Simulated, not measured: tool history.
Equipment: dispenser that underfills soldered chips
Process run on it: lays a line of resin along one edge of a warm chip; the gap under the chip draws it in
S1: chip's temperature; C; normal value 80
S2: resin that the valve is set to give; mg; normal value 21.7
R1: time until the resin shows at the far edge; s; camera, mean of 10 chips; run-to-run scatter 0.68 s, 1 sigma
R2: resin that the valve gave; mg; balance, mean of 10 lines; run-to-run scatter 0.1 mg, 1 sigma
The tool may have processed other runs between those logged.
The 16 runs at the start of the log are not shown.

run 17 hour=81.5 | S1=80 S2=26.9 | R1=93.8 R2=26.09
run 18 hour=84.2 | S1=80 S2=26.9 | R1=102.6 R2=26.23
-- hour=86.5 new syringe of resin
-- hour=90.1 dispensing valve cleaned and set on the balance
run 19 hour=92.2 | S1=85 S2=23.1 | R1=58.4 R2=22.89
run 20 hour=95 | S1=90 S2=19.7 | R1=52.3 R2=19.65
run 21 hour=99.1 | S1=80 S2=18.9 | R1=96 R2=18.73
run 22 hour=104.5 | S1=81 S2=18.6 | R1=108.8 R2=18.47
-- hour=105.9 new syringe of resin
run 23 hour=110.7 | S1=81 S2=19 | R1=72.6 R2=18.92
run 24 hour=114.2 | S1=80 S2=19 | R1=86 R2=18.92
run 25 hour=117 | S1=83 S2=19.7 | R1=79.2 R2=19.52
run 26 hour=120.8 | S1=83 S2=19.7 | R1=90.1 R2=19.49
-- hour=124.1 new syringe of resin
run 27 hour=127.1 | S1=83 S2=19.7 | R1=62.2 R2=19.48
run 28 hour=133.3 | S1=83 S2=19.7 | R1=73.8 R2=19.42
run 29 hour=136.4 | S1=69 S2=26.9 | R1=159.2 R2=26.57
run 30 hour=139.1 | S1=68 S2=22.6 | R1=185.9 R2=22.21
-- hour=142.3 new syringe of resin
run 31 hour=144.1 | S1=68 S2=22.6 | R1=125.2 R2=22.26
run 32 hour=149.3 | S1=75 S2=22.7 | R1=101.6 R2=22.48
run 33 hour=152.8 | S1=75 S2=22.7 | R1=113.2 R2=22.15
run 34 hour=157.9 | S1=75 S2=22.7 | R1=131.6 R2=22.26
-- hour=160.7 new syringe of resin
run 35 hour=164.2 | S1=78 S2=24.2 | R1=79.1 R2=23.83

Below are 4 alternative next runs, each starting from the tool's condition after run 35. Predict each:
run A hour=169.8 | S1=67 S2=23.5 | R1=? R2=?
run B hour=169.8 | S1=86 S2=22 | R1=? R2=?
run C hour=169.8 | S1=92 S2=26 | R1=? R2=?
run D hour=169.8 | S1=83 S2=26.7 | R1=? R2=?

run=A R1=168.6 R2=23.03
run=B R1=65.3 R2=21.66
run=C R1=48.3 R2=25.54
run=D R1=73 R2=26.08
The same runs, with their run-to-run variation unchanged, on a tool lacking any hidden condition would have given:
run=A R1=117.7 R2=23.52
run=B R1=45.8 R2=22.12
run=C R1=34.2 R2=26.08
run=D R1=51.4 R2=26.63
